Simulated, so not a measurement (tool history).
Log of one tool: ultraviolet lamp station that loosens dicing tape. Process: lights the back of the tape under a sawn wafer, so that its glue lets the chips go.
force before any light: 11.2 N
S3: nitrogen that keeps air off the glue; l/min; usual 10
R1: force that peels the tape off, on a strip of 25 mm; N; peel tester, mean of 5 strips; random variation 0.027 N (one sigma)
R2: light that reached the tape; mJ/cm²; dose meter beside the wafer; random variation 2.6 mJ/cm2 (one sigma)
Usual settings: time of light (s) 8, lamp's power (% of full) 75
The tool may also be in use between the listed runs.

{"run": 1, "hour": 0.0, "time of light (s)": 8, "lamp's power (% of full)": 75, "S3": 10, "R1": 1.568, "R2": 316}
{"run": 2, "hour": 37.0, "time of light (s)": 8, "lamp's power (% of full)": 75, "S3": 10, "R1": 1.668, "R2": 308}
{"run": 3, "hour": 58.1, "time of light (s)": 8, "lamp's power (% of full)": 75, "S3": 10, "R1": 1.702, "R2": 306}
{"run": 4, "hour": 81.0, "time of light (s)": 8, "lamp's power (% of full)": 75, "S3": 10, "R1": 1.681, "R2": 305}
{"run": 5, "hour": 126.8, "time of light (s)": 8, "lamp's power (% of full)": 75, "S3": 10, "R1": 1.769, "R2": 294}
{"run": 6, "hour": 149.7, "time of light (s)": 8, "lamp's power (% of full)": 75, "S3": 10, "R1": 1.866, "R2": 286}
{"run": 7, "hour": 191.2, "time of light (s)": 8, "lamp's power (% of full)": 75, "S3": 10, "R1": 1.88, "R2": 282}
{"run": 8, "hour": 230.4, "time of light (s)": 4, "lamp's power (% of full)": 75, "S3": 10, "R1": 4.646, "R2": 137}
{"run": 9, "hour": 258.1, "time of light (s)": 4, "lamp's power (% of full)": 75, "S3": 10, "R1": 4.617, "R2": 138}
{"run": 10, "hour": 292.9, "time of light (s)": 4, "lamp's power (% of full)": 75, "S3": 10, "R1": 4.769, "R2": 135}
{"run": 11, "hour": 324.6, "time of light (s)": 4, "lamp's power (% of full)": 75, "S3": 10, "R1": 4.848, "R2": 132}
{"run": 12, "hour": 343.8, "time of light (s)": 4, "lamp's power (% of full)": 75, "S3": 10, "R1": 4.944, "R2": 129}
{"run": 13, "hour": 374.5, "time of light (s)": 8, "lamp's power (% of full)": 75, "S3": 10, "R1": 2.311, "R2": 256}
{"run": 14, "hour": 420.7, "time of light (s)": 8, "lamp's power (% of full)": 69, "S3": 10, "R1": 2.682, "R2": 223}
{"run": 15, "hour": 448.5, "time of light (s)": 8, "lamp's power (% of full)": 69, "S3": 10, "R1": 2.757, "R2": 221}
{"run": 16, "hour": 480.8, "time of light (s)": 8, "lamp's power (% of full)": 69, "S3": 10, "R1": 2.747, "R2": 217}
{"run": 17, "hour": 506.9, "time of light (s)": 8, "lamp's power (% of full)": 69, "S3": 10, "R1": 2.913, "R2": 213}
{"hour": 509.7, "done": "window cleaned of glue's vapour"}
{"run": 18, "hour": 545.4, "time of light (s)": 8, "lamp's power (% of full)": 96, "S3": 6, "R1": 2.835, "R2": 272}
{"run": 19, "hour": 584.3, "time of light (s)": 5, "lamp's power (% of full)": 79, "S3": 3, "R1": 6.757, "R2": 135}
{"run": 20, "hour": 628.9, "time of light (s)": 5, "lamp's power (% of full)": 79, "S3": 3, "R1": 6.793, "R2": 133}
{"run": 21, "hour": 667.7, "time of light (s)": 11, "lamp's power (% of full)": 77, "S3": 4, "R1": 3.485, "R2": 270}
{"run": 22, "hour": 703.2, "time of light (s)": 12, "lamp's power (% of full)": 70, "S3": 17, "R1": 1.585, "R2": 263}
{"run": 23, "hour": 733.9, "time of light (s)": 8, "lamp's power (% of full)": 99, "S3": 5, "R1": 3.473, "R2": 245}
{"run": 24, "hour": 756.7, "time of light (s)": 8, "lamp's power (% of full)": 62, "S3": 15, "R1": 3.829, "R2": 151}
{"hour": 764.2, "done": "window cleaned of glue's vapour, once more"}
{"run": 25, "hour": 798.6, "time of light (s)": 8, "lamp's power (% of full)": 62, "S3": 15, "R1": 2.622, "R2": 204}
{"run": 26, "hour": 831.9, "time of light (s)": 8, "lamp's power (% of full)": 62, "S3": 15, "R1": 2.615, "R2": 196}
{"run": 27, "hour": 853.2, "time of light (s)": 5, "lamp's power (% of full)": 75, "S3": 10, "R1": 4.374, "R2": 153}
{"run": 28, "hour": 883.2, "time of light (s)": 5, "lamp's power (% of full)": 75, "S3": 10, "R1": 4.32, "R2": 147}
{"run": 29, "hour": 914.1, "time of light (s)": 8, "lamp's power (% of full)": 67, "S3": 20, "R1": 2.33, "R2": 203}
{"hour": 951.2, "done": "lamp changed"}
{"run": 30, "hour": 953.4, "time of light (s)": 6, "lamp's power (% of full)": 63, "S3": 15, "R1": 2.447, "R2": 208}
{"run": 31, "hour": 980.2, "time of light (s)": 7, "lamp's power (% of full)": 75, "S3": 10, "R1": 1.981, "R2": 280}
{"run": 32, "hour": 1017.1, "time of light (s)": 7, "lamp's power (% of full)": 75, "S3": 10, "R1": 2.016, "R2": 276}

Some steps in R1 between neighbouring runs. How much of each would the tool show without its hidden state too (settings, what came in, random variation), and how much is left for the hidden state, with any gauge scatter that isn't in both results?
The hidden state here: lamp's light, % of a new lamp's; light that the window lets through, % of a clean one's; drift of the gauge itself on peel_n, %; drift of the gauge itself on dose_mj_cm2, %.
Run 7 -> 8: time of light (s) 8 -> 4. R1 +2.766 N: hidden state +0.337, all else +2.429.
Run 18 -> 19: time of light (s) 8 -> 5, lamp's power (% of full) 96 -> 79, S3 6 -> 3. R1 +3.922 N: hidden state +0.447, all else +3.475.
Run 20 -> 21: time of light (s) 5 -> 11, lamp's power (% of full) 79 -> 77, S3 3 -> 4. R1 -3.308 N: hidden state -0.083, all else -3.225.
Run 22 -> 23: time of light (s) 12 -> 8, lamp's power (% of full) 70 -> 99, S3 17 -> 5. R1 +1.888 N: hidden state +1.010, all else +0.878.
Run 24 -> 25: window cleaned of glue's vapour, once more. R1 -1.207 N: hidden state -1.224, all else +0.017.
Run 29 -> 30: time of light (s) 8 -> 6, lamp's power (% of full) 67 -> 63, S3 20 -> 15, lamp changed. R1 +0.117 N: hidden state -1.017, all else +1.134.
